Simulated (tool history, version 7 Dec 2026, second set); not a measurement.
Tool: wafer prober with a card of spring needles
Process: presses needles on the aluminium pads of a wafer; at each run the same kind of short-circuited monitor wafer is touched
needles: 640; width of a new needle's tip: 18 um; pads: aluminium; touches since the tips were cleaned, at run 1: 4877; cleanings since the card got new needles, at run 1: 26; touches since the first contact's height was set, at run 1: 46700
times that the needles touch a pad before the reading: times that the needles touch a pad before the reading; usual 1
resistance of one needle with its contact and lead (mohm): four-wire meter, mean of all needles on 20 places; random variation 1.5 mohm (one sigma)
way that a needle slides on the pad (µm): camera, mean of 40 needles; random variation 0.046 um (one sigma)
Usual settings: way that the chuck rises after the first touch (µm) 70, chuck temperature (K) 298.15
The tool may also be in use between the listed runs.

run	hour	way that the chuck rises after the first touch (µm)	chuck temperature (K)	times that the needles touch a pad before the reading	touches since the tips were cleaned	cleanings since the card got new needles	touches since the first contact's height was set	resistance of one needle with its contact and lead (mohm)	way that a needle slides on the pad (µm)
1	0	70	298.15	1	4877	26	46700	263	18.88
# hour 4.1: tips cleaned on abrasive film
2	16.5	70	298.15	1	6272	27	54998	269	18.86
# hour 17.6: tips cleaned on abrasive film
3	28	70	298.15	1	5293	28	60812	258	18.78
# hour 31.4: tips cleaned on abrasive film
4	40.9	70	298.15	1	4771	29	67266	258	18.8
# hour 45.2: tips cleaned on abrasive film
5	52.4	77	298.15	1	3684	30	73082	228	20.77
# hour 59.3: tips cleaned on abrasive film
# hour 64: height of the first contact set anew
6	64	70	344.15	1	2232	31	0	230	18.51
7	72.2	70	344.15	1	6387	31	4155	281	18.58
# hour 73.9: tips cleaned on abrasive film
8	83.3	70	344.15	1	4800	32	9738	268	18.61
# hour 88.2: tips cleaned on abrasive film
# hour 93.3: height of the first contact set anew, once more
9	96.7	70	344.15	1	4175	33	1720	258	19.03
# hour 103.2: tips cleaned on abrasive film
10	106	70	298.15	1	1421	34	6349	204	19.12
# hour 116.5: tips cleaned on abrasive film
11	116.5	70	298.15	1	0	35	11634	157	18.97
12	128	70	298.15	1	5841	35	17475	269	19.07
# hour 130.5: tips cleaned on abrasive film
13	141.7	70	386.15	1	5684	36	24358	271	18.95
# hour 145.1: tips cleaned on abrasive film
14	153.9	70	311.15	1	4434	37	30504	259	18.99
# hour 158.6: tips cleaned on abrasive film
15	160.8	70	311.15	1	1114	38	33972	192	18.99
16	169.1	70	311.15	1	5336	38	38194	269	18.91
# hour 172.1: tips cleaned on abrasive film
17	178.3	70	311.15	1	3163	39	42795	241	18.91
# hour 186.3: tips cleaned on abrasive film
18	189.4	76	311.15	1	1586	40	48366	194	20.58
# hour 199.8: tips cleaned on abrasive film
19	199.9	85	304.15	1	45	41	53627	157	22.96
# hour 214.1: tips cleaned on abrasive film
20	215.7	52	298.15	2	817	42	61600	191	13.96
# hour 227.4: tips cleaned on abrasive film
21	230.5	52	298.15	2	1534	43	69041	220	13.89
# hour 241.7: tips cleaned on abrasive film
22	244.5	82	330.15	1	1411	44	76089	193	22.06
# hour 250.5: height of the first contact set anew
23	252.7	54	320.15	1	5429	44	1124	353	14.77
# hour 256.3: tips cleaned on abrasive film
24	267.5	72	298.15	2	5663	45	8579	214	19.58
# hour 270: tips cleaned on abrasive film
# hour 284.3: tips cleaned on abrasive film
25	284.7	72	298.15	2	196	47	17199	155	19.56
26	296.9	55	396.15	1	6380	47	23383	346	14.91
# hour 297.8: tips cleaned on abrasive film
27	305	55	396.15	1	3636	48	27443	322	14.94
# hour 311.3: tips cleaned on abrasive film
28	314.9	69	307.15	1	1806	49	32408	224	18.7
# hour 325.2: tips cleaned on abrasive film
29	325.3	71	309.15	3	84	50	37656	152	19.21
# hour 339.5: tips cleaned on abrasive film
30	342.1	70	303.15	1	1338	51	46132	205	19.01
# hour 352.9: tips cleaned on abrasive film
31	353.1	85	342.15	2	68	52	51627	154	22.89
# hour 366.3: tips cleaned on abrasive film
32	366.3	85	392.15	2	0	53	58273	161	22.93
33	375	85	392.15	2	4409	53	62682	202	22.91
# hour 380.5: tips cleaned on abrasive film
34	389.9	85	392.15	2	4772	54	70197	206	22.92

Hidden state or all else? Some run-to-run changes of resistance of one needle with its contact and lead (mohm), split into what the settings, what came in and random variation would give without the hidden state, and what is left for the hidden state (with any gauge scatter that isn't in both results):
The hidden state here: debris on the tips, nm; way that the needles fall short of the set height, um; tips' diameter, um; drift of the gauge itself on contact_mohm, %; drift of the gauge itself on scrub_um, %.
Run 22 -> 23: way that the chuck rises after the first touch (µm) 82 -> 54, chuck temperature (K) 330.15 -> 320.15, height of the first contact set anew. resistance of one needle with its contact and lead (mohm) +160: hidden state +154, all else +6.
Run 23 -> 24: way that the chuck rises after the first touch (µm) 54 -> 72, chuck temperature (K) 320.15 -> 298.15, times that the needles touch a pad before the reading 1 -> 2, tips cleaned on abrasive film. resistance of one needle with its contact and lead (mohm) -139: hidden state -126, all else -13.
Run 25 -> 26: way that the chuck rises after the first touch (µm) 72 -> 55, chuck temperature (K) 298.15 -> 396.15, times that the needles touch a pad before the reading 2 -> 1. resistance of one needle with its contact and lead (mohm) +191: hidden state +169, all else +22.
